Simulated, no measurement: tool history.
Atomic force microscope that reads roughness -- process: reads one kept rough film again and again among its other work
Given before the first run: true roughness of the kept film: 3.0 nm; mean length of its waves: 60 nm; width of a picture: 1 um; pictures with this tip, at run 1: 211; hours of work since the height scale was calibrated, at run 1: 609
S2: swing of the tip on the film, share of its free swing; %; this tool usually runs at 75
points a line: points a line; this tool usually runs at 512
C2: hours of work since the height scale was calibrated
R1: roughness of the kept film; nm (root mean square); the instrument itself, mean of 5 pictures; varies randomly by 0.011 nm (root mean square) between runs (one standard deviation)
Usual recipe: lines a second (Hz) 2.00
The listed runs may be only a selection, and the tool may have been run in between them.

{"run": 1, "hour": 0.0, "lines a second (Hz)": 2.0, "S2": 75, "points a line": 512, "pictures with this tip": 211, "C2": 609, "R1": 2.5}
{"hour": 15.7, "done": "new tip fitted"}
{"run": 2, "hour": 42.2, "lines a second (Hz)": 2.0, "S2": 75, "points a line": 512, "pictures with this tip": 45, "C2": 636, "R1": 2.507}
{"run": 3, "hour": 88.1, "lines a second (Hz)": 2.0, "S2": 75, "points a line": 512, "pictures with this tip": 123, "C2": 666, "R1": 2.498}
{"run": 4, "hour": 153.1, "lines a second (Hz)": 2.0, "S2": 68, "points a line": 512, "pictures with this tip": 233, "C2": 708, "R1": 2.637}
{"hour": 158.4, "done": "new tip fitted"}
{"run": 5, "hour": 199.7, "lines a second (Hz)": 2.0, "S2": 75, "points a line": 512, "pictures with this tip": 70, "C2": 738, "R1": 2.509}
{"run": 6, "hour": 258.3, "lines a second (Hz)": 2.0, "S2": 75, "points a line": 512, "pictures with this tip": 169, "C2": 776, "R1": 2.505}
{"hour": 300.5, "done": "new tip fitted"}
{"run": 7, "hour": 310.4, "lines a second (Hz)": 2.0, "S2": 75, "points a line": 512, "pictures with this tip": 17, "C2": 809, "R1": 2.489}
{"run": 8, "hour": 366.8, "lines a second (Hz)": 2.0, "S2": 89, "points a line": 512, "pictures with this tip": 113, "C2": 846, "R1": 2.199}
{"run": 9, "hour": 411.9, "lines a second (Hz)": 2.0, "S2": 89, "points a line": 512, "pictures with this tip": 190, "C2": 875, "R1": 2.195}
{"hour": 441.2, "done": "new tip fitted"}
{"run": 10, "hour": 479.6, "lines a second (Hz)": 0.61, "S2": 73, "points a line": 791, "pictures with this tip": 65, "C2": 919, "R1": 2.767}
{"run": 11, "hour": 508.5, "lines a second (Hz)": 2.96, "S2": 58, "points a line": 678, "pictures with this tip": 114, "C2": 938, "R1": 2.686}
{"run": 12, "hour": 552.3, "lines a second (Hz)": 1.16, "S2": 58, "points a line": 748, "pictures with this tip": 188, "C2": 966, "R1": 2.813}

What will run 13 give?
{"hour": 580.4, "done": "new tip fitted"}
{"run": 13, "hour": 621.2, "lines a second (Hz)": 1.41, "S2": 65, "points a line": 414, "pictures with this tip": 70, "C2": 1010, "R1": "?"}

{"run 13": {"R1": 2.76}}
Take away the tool's hidden state, keep the run-to-run variation as it was, and the same run would have given R1 2.760 nm (root mean square).
